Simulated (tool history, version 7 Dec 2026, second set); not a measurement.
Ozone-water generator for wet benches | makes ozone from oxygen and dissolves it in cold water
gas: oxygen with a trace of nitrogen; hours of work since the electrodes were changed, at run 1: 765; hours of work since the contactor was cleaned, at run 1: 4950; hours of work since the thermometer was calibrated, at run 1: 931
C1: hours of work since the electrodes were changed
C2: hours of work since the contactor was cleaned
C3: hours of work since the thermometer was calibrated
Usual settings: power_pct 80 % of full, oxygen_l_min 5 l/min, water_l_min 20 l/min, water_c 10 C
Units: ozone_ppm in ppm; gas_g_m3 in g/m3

{"run": 1, "hour": 0.0, "power_pct": 80, "oxygen_l_min": 5, "water_l_min": 20, "water_c": 10, "C1": 765, "C2": 4950, "C3": 931, "ozone_ppm": 27.6, "gas_g_m3": 245.6}
{"run": 2, "hour": 19.3, "power_pct": 80, "oxygen_l_min": 2.74, "water_l_min": 20, "water_c": 10, "C1": 781, "C2": 4966, "C3": 946, "ozone_ppm": 26.3, "gas_g_m3": 349.4}
{"run": 3, "hour": 33.9, "power_pct": 80, "oxygen_l_min": 5, "water_l_min": 28, "water_c": 10, "C1": 793, "C2": 4978, "C3": 958, "ozone_ppm": 19.8, "gas_g_m3": 246.8}
{"run": 4, "hour": 63.9, "power_pct": 80, "oxygen_l_min": 5, "water_l_min": 20, "water_c": 10, "C1": 817, "C2": 5002, "C3": 983, "ozone_ppm": 27.7, "gas_g_m3": 243.6}
{"run": 5, "hour": 93.3, "power_pct": 80, "oxygen_l_min": 5, "water_l_min": 20, "water_c": 10, "C1": 841, "C2": 5026, "C3": 1007, "ozone_ppm": 27.2, "gas_g_m3": 246.6}
{"run": 6, "hour": 115.0, "power_pct": 80, "oxygen_l_min": 5, "water_l_min": 20, "water_c": 10, "C1": 859, "C2": 5044, "C3": 1025, "ozone_ppm": 27.7, "gas_g_m3": 244.4}
{"run": 7, "hour": 140.6, "power_pct": 80, "oxygen_l_min": 5, "water_l_min": 20, "water_c": 10, "C1": 880, "C2": 5065, "C3": 1046, "ozone_ppm": 27.9, "gas_g_m3": 247.8}
{"run": 8, "hour": 169.1, "power_pct": 80, "oxygen_l_min": 5, "water_l_min": 20, "water_c": 10, "C1": 903, "C2": 5088, "C3": 1069, "ozone_ppm": 28, "gas_g_m3": 244.7}
{"run": 9, "hour": 188.8, "power_pct": 80, "oxygen_l_min": 5, "water_l_min": 20, "water_c": 10, "C1": 919, "C2": 5105, "C3": 1085, "ozone_ppm": 27.6, "gas_g_m3": 244.4}
{"run": 10, "hour": 209.7, "power_pct": 80, "oxygen_l_min": 2.67, "water_l_min": 20, "water_c": 10, "C1": 937, "C2": 5122, "C3": 1103, "ozone_ppm": 25.8, "gas_g_m3": 359}
{"run": 11, "hour": 222.1, "power_pct": 80, "oxygen_l_min": 2.67, "water_l_min": 20, "water_c": 10, "C1": 947, "C2": 5132, "C3": 1113, "ozone_ppm": 26.1, "gas_g_m3": 357}
{"run": 12, "hour": 249.8, "power_pct": 80, "oxygen_l_min": 5, "water_l_min": 20, "water_c": 7, "C1": 969, "C2": 5155, "C3": 1135, "ozone_ppm": 28.4, "gas_g_m3": 246}
{"run": 13, "hour": 277.0, "power_pct": 80, "oxygen_l_min": 3.44, "water_l_min": 20, "water_c": 7, "C1": 992, "C2": 5177, "C3": 1158, "ozone_ppm": 27.5, "gas_g_m3": 307.9}
{"run": 14, "hour": 300.8, "power_pct": 80, "oxygen_l_min": 3.44, "water_l_min": 20, "water_c": 7, "C1": 1011, "C2": 5196, "C3": 1177, "ozone_ppm": 27.2, "gas_g_m3": 304.3}
{"hour": 306.6, "done": "contactor cleaned"}
{"run": 15, "hour": 328.7, "power_pct": 80, "oxygen_l_min": 4.62, "water_l_min": 20, "water_c": 10, "C1": 1031, "C2": 18, "C3": 1197, "ozone_ppm": 27.3, "gas_g_m3": 257.6}
{"run": 16, "hour": 341.0, "power_pct": 80, "oxygen_l_min": 4.62, "water_l_min": 20, "water_c": 10, "C1": 1041, "C2": 28, "C3": 1207, "ozone_ppm": 27.2, "gas_g_m3": 257.8}
{"run": 17, "hour": 361.0, "power_pct": 80, "oxygen_l_min": 4.62, "water_l_min": 20, "water_c": 10, "C1": 1057, "C2": 45, "C3": 1223, "ozone_ppm": 27.4, "gas_g_m3": 258.4}
{"run": 18, "hour": 378.4, "power_pct": 80, "oxygen_l_min": 4.62, "water_l_min": 20, "water_c": 10, "C1": 1072, "C2": 59, "C3": 1237, "ozone_ppm": 27.2, "gas_g_m3": 256.1}
{"run": 19, "hour": 408.6, "power_pct": 80, "oxygen_l_min": 4.62, "water_l_min": 20, "water_c": 10, "C1": 1096, "C2": 84, "C3": 1262, "ozone_ppm": 27.3, "gas_g_m3": 257.5}
{"run": 20, "hour": 428.9, "power_pct": 41, "oxygen_l_min": 5, "water_l_min": 27, "water_c": 6, "C1": 1113, "C2": 100, "C3": 1279, "ozone_ppm": 14.2, "gas_g_m3": 166.4}

Forecast run 21:
{"run": 21, "hour": 445.8, "power_pct": 41, "oxygen_l_min": 5, "water_l_min": 27, "water_c": 6, "C1": 1127, "C2": 114, "C3": 1293, "ozone_ppm": "?", "gas_g_m3": "?"}

{"run 21": {"ozone_ppm": 14.3, "gas_g_m3": 165.5}}
Without the tool's hidden state the same run would have given ozone_ppm 15.2 ppm, gas_g_m3 166.7 g/m3.
